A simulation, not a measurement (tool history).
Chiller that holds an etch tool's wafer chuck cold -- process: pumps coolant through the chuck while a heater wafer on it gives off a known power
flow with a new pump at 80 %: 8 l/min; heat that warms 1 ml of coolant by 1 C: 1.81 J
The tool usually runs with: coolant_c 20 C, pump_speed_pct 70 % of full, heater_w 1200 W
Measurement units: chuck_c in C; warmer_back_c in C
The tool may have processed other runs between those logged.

run 1 day=0 | coolant_c=20 pump_speed_pct=70 heater_w=1200 | chuck_c=29.9 warmer_back_c=5.7
run 2 day=2.254 | coolant_c=20 pump_speed_pct=67 heater_w=1200 | chuck_c=30.5 warmer_back_c=5.92
run 3 day=4.654 | coolant_c=20 pump_speed_pct=70 heater_w=887 | chuck_c=27.4 warmer_back_c=4.22
run 4 day=6.742 | coolant_c=20 pump_speed_pct=70 heater_w=887 | chuck_c=27.4 warmer_back_c=4.26
run 5 day=9.896 | coolant_c=20 pump_speed_pct=70 heater_w=887 | chuck_c=27.4 warmer_back_c=4.23
run 6 day=11.917 | coolant_c=20 pump_speed_pct=70 heater_w=887 | chuck_c=27.4 warmer_back_c=4.27
run 7 day=15.171 | coolant_c=11 pump_speed_pct=70 heater_w=1200 | chuck_c=21 warmer_back_c=5.73
run 8 day=18.062 | coolant_c=11 pump_speed_pct=70 heater_w=1200 | chuck_c=21 warmer_back_c=5.79
run 9 day=21.004 | coolant_c=20 pump_speed_pct=96 heater_w=1059 | chuck_c=26.4 warmer_back_c=3.72
run 10 day=23.238 | coolant_c=20 pump_speed_pct=96 heater_w=1059 | chuck_c=26.5 warmer_back_c=3.76
run 11 day=25.217 | coolant_c=12 pump_speed_pct=96 heater_w=1170 | chuck_c=19.1 warmer_back_c=4.04
run 12 day=28.692 | coolant_c=12 pump_speed_pct=96 heater_w=1170 | chuck_c=19.2 warmer_back_c=4.19
run 13 day=30.892 | coolant_c=12 pump_speed_pct=96 heater_w=1170 | chuck_c=19.2 warmer_back_c=4.15
run 14 day=33.438 | coolant_c=26 pump_speed_pct=92 heater_w=1170 | chuck_c=33.6 warmer_back_c=4.35
run 15 day=37.204 | coolant_c=12 pump_speed_pct=85 heater_w=759 | chuck_c=17.3 warmer_back_c=3.14

Below are 3 alternative next runs, each starting from the tool's condition after run 15. Predict each:
run A day=39.742 | coolant_c=20 pump_speed_pct=97 heater_w=1200 | chuck_c=? warmer_back_c=?
run B day=39.742 | coolant_c=22 pump_speed_pct=80 heater_w=759 | chuck_c=? warmer_back_c=?
run C day=39.742 | coolant_c=11 pump_speed_pct=70 heater_w=641 | chuck_c=? warmer_back_c=?

run=A chuck_c=27.2 warmer_back_c=4.29
run=B chuck_c=27.6 warmer_back_c=3.37
run=C chuck_c=16.4 warmer_back_c=3.21
With no hidden state in the tool, these same runs would have given:
run=A chuck_c=27.2 warmer_back_c=4.13
run=B chuck_c=27.6 warmer_back_c=3.21
run=C chuck_c=16.4 warmer_back_c=3.05
